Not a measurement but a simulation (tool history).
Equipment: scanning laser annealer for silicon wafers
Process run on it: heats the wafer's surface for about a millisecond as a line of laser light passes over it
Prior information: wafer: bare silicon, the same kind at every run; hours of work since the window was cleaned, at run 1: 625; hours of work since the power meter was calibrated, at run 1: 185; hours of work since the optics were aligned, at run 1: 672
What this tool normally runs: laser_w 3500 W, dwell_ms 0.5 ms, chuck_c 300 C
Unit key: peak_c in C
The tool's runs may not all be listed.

run    day  laser_w  dwell_ms  chuck_c  hours of work since the window was cleaned  hours of work since the power meter was calibrated  hours of work since the optics were aligned  peak_c
  1      0     3500       0.5      300                                         625                                                 185                                          672    1054
  2  0.533     3500       0.5      300                                         631                                                 192                                          679    1055
  3  0.883     3500       0.5      300                                         636                                                 196                                          684    1055
  4  1.196     3500       0.5      300                                         640                                                 200                                          688    1058
  5  1.675     3242       0.5      300                                         646                                                 206                                          694     999
  6  2.004     3242       0.5      300                                         650                                                 211                                          698     999
  7  2.279     3242       0.5      300                                         654                                                 214                                          702    1000
  8  2.571     3500       0.5      300                                         657                                                 218                                          705    1059
  9  2.896     3193     0.461      281                                         662                                                 222                                          709     936
 10    3.4     3193     0.461      281                                         668                                                 228                                          716     935
 11  3.725     3500     0.451      264                                         672                                                 233                                          720     973
 12  4.108     3500     0.451      264                                         677                                                 238                                          725     973
 13   4.65     3600     0.359      276                                         684                                                 244                                          732     915
 14  5.062     3458     0.397      283                                         689                                                 250                                          737     935
 15  5.608     3458     0.397      283                                         696                                                 257                                          744     936
 16  5.858     3458     0.383      283                                         699                                                 260                                          747     922

Alternative continuations, all from the tool just after run 16; predict every row:
  A  6.196     3680       0.5      300                                         704                                                 264                                          751       ?
  B  6.196     3204     0.455      311                                         704                                                 264                                          751       ?
  C  6.196     3690     0.547      261                                         704                                                 264                                          751       ?
  D  6.196     3458     0.512      323                                         704                                                 264                                          751       ?
  E  6.196     3458     0.587      278                                         704                                                 264                                          751       ?

run  peak_c
  A    1096
  B     964
  C    1098
  D    1080
  E    1096
Stripped of hidden state, with their random variation kept, the same runs would have yielded:
run  peak_c
  A    1098
  B     965
  C    1100
  D    1082
  E    1097

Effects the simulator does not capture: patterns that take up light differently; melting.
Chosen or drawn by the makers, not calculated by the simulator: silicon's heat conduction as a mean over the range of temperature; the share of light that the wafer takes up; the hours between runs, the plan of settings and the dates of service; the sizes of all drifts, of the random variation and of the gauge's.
